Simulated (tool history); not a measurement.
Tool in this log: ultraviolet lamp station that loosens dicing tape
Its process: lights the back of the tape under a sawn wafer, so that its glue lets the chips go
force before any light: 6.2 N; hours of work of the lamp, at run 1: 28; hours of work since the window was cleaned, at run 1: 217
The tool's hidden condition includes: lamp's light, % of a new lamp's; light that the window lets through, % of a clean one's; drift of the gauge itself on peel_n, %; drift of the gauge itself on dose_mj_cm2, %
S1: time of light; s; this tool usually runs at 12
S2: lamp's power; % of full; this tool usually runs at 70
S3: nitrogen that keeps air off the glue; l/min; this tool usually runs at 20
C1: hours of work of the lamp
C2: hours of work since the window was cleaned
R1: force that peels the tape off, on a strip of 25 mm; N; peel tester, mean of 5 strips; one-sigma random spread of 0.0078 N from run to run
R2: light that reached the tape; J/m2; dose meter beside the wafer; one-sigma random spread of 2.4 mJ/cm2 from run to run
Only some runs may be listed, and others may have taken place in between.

{"run": 1, "hour": 0.0, "S1": 12, "S2": 70, "S3": 20, "C1": 28, "C2": 217, "R1": 0.335, "R2": 2300}
{"run": 2, "hour": 15.0, "S1": 12, "S2": 70, "S3": 20, "C1": 40, "C2": 229, "R1": 0.333, "R2": 2260}
{"run": 3, "hour": 31.3, "S1": 12, "S2": 70, "S3": 20, "C1": 52, "C2": 241, "R1": 0.363, "R2": 2180}
{"run": 4, "hour": 44.3, "S1": 12, "S2": 65, "S3": 20, "C1": 62, "C2": 251, "R1": 0.391, "R2": 2040}
{"run": 5, "hour": 53.1, "S1": 12, "S2": 98, "S3": 20, "C1": 69, "C2": 258, "R1": 0.217, "R2": 3080}
{"run": 6, "hour": 66.4, "S1": 12, "S2": 98, "S3": 20, "C1": 79, "C2": 268, "R1": 0.232, "R2": 3100}
{"hour": 68.4, "done": "window cleaned of glue's vapour"}
{"run": 7, "hour": 75.8, "S1": 12, "S2": 92, "S3": 20, "C1": 86, "C2": 6, "R1": 0.256, "R2": 2770}
{"run": 8, "hour": 90.3, "S1": 12, "S2": 92, "S3": 20, "C1": 97, "C2": 17, "R1": 0.257, "R2": 2780}
{"hour": 105.3, "done": "window cleaned of glue's vapour, once more"}
{"run": 9, "hour": 106.2, "S1": 12, "S2": 92, "S3": 20, "C1": 109, "C2": 1, "R1": 0.216, "R2": 3180}
{"run": 10, "hour": 119.7, "S1": 12, "S2": 92, "S3": 20, "C1": 119, "C2": 11, "R1": 0.22, "R2": 3150}
{"run": 11, "hour": 130.7, "S1": 12, "S2": 79, "S3": 19, "C1": 127, "C2": 19, "R1": 0.27, "R2": 2670}
{"run": 12, "hour": 137.6, "S1": 8, "S2": 78, "S3": 14, "C1": 133, "C2": 25, "R1": 0.716, "R2": 1770}
{"run": 13, "hour": 151.0, "S1": 12, "S2": 91, "S3": 28, "C1": 143, "C2": 35, "R1": 0.2, "R2": 3060}
{"run": 14, "hour": 163.4, "S1": 7, "S2": 70, "S3": 20, "C1": 152, "C2": 44, "R1": 0.887, "R2": 1390}
{"run": 15, "hour": 174.8, "S1": 7, "S2": 70, "S3": 20, "C1": 161, "C2": 53, "R1": 0.896, "R2": 1350}
{"run": 16, "hour": 185.0, "S1": 6, "S2": 92, "S3": 35, "C1": 169, "C2": 61, "R1": 0.544, "R2": 1520}
{"run": 17, "hour": 193.1, "S1": 6, "S2": 75, "S3": 9, "C1": 175, "C2": 67, "R1": 1.604, "R2": 1230}
{"run": 18, "hour": 200.9, "S1": 6, "S2": 75, "S3": 9, "C1": 181, "C2": 73, "R1": 1.599, "R2": 1200}

Run 19 comes next. What will it give?
{"run": 19, "hour": 208.7, "S1": 13, "S2": 64, "S3": 20, "C1": 187, "C2": 79, "R1": "?", "R2": "?"}

{"run 19": {"R1": 0.348, "R2": 2290}}
Had the tool carried no hidden state, the very same run would have given R1 0.3 N, R2 2500 J/m2.
